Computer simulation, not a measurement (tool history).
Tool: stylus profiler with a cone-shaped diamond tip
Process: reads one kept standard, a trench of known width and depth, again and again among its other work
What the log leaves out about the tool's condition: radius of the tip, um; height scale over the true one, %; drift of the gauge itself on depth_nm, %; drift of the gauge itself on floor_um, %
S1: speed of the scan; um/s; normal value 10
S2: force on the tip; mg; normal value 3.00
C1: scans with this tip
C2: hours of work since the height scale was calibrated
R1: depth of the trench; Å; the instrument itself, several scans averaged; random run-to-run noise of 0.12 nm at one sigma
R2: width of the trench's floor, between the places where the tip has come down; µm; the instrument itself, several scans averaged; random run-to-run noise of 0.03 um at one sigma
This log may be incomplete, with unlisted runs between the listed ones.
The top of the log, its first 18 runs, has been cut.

run 19 hour=308.3 | S1=10 S2=7.45 | C1=6806 C2=568 | R1=5166.8 R2=97.09
run 20 hour=318.7 | S1=39 S2=2.39 | C1=6870 C2=573 | R1=5073.1 R2=96.78
run 21 hour=334.5 | S1=39 S2=2.39 | C1=6968 C2=581 | R1=5072.9 R2=96.84
run 22 hour=348.6 | S1=24 S2=8.73 | C1=7055 C2=588 | R1=5183.2 R2=97.07
run 23 hour=362.2 | S1=4 S2=2.61 | C1=7139 C2=595 | R1=5080.0 R2=97.04
run 24 hour=379.9 | S1=39 S2=7.23 | C1=7248 C2=604 | R1=5162.5 R2=96.94
run 25 hour=389.9 | S1=17 S2=4.61 | C1=7310 C2=610 | R1=5118.5 R2=97.02
run 26 hour=405.0 | S1=7 S2=2.06 | C1=7403 C2=617 | R1=5067.1 R2=97.05
run 27 hour=422.0 | S1=2 S2=7.25 | C1=7508 C2=626 | R1=5160.0 R2=97.08
run 28 hour=443.9 | S1=6 S2=2.54 | C1=7643 C2=637 | R1=5076.1 R2=97.03
run 29 hour=466.7 | S1=3 S2=2.90 | C1=7783 C2=649 | R1=5085.3 R2=97.05
run 30 hour=489.8 | S1=14 S2=3.63 | C1=7926 C2=661 | R1=5096.8 R2=96.97
run 31 hour=507.6 | S1=14 S2=3.63 | C1=8035 C2=670 | R1=5097.9 R2=97.00
run 32 hour=521.3 | S1=7 S2=3.00 | C1=8120 C2=677 | R1=5086.9 R2=97.01
run 33 hour=534.2 | S1=7 S2=3.00 | C1=8200 C2=684 | R1=5084.9 R2=97.02
run 34 hour=551.8 | S1=3 S2=1.47 | C1=8308 C2=693 | R1=5049.5 R2=96.99
run 35 hour=571.6 | S1=4 S2=1.47 | C1=8431 C2=703 | R1=5050.2 R2=97.04
run 36 hour=586.0 | S1=4 S2=1.47 | C1=8519 C2=710 | R1=5049.8 R2=96.98
run 37 hour=600.9 | S1=16 S2=1.84 | C1=8611 C2=718 | R1=5057.3 R2=96.89
run 38 hour=620.7 | S1=3 S2=1.84 | C1=8733 C2=728 | R1=5058.6 R2=97.00

What if the next run were any one of these 3? Each begins from the tool's condition after run 38:
run A hour=643.8 | S1=18 S2=2.99 | C1=8875 C2=740 | R1=? R2=?
run B hour=643.8 | S1=5 S2=4.34 | C1=8875 C2=740 | R1=? R2=?
run C hour=643.8 | S1=12 S2=1.16 | C1=8875 C2=740 | R1=? R2=?

run=A R1=5084.2 R2=96.92
run=B R1=5111.1 R2=97.03
run=C R1=5039.5 R2=96.89
Without the tool's hidden state the same runs would have given:
run=A R1=5093.7 R2=97.25
run=B R1=5120.7 R2=97.37
run=C R1=5048.9 R2=97.23

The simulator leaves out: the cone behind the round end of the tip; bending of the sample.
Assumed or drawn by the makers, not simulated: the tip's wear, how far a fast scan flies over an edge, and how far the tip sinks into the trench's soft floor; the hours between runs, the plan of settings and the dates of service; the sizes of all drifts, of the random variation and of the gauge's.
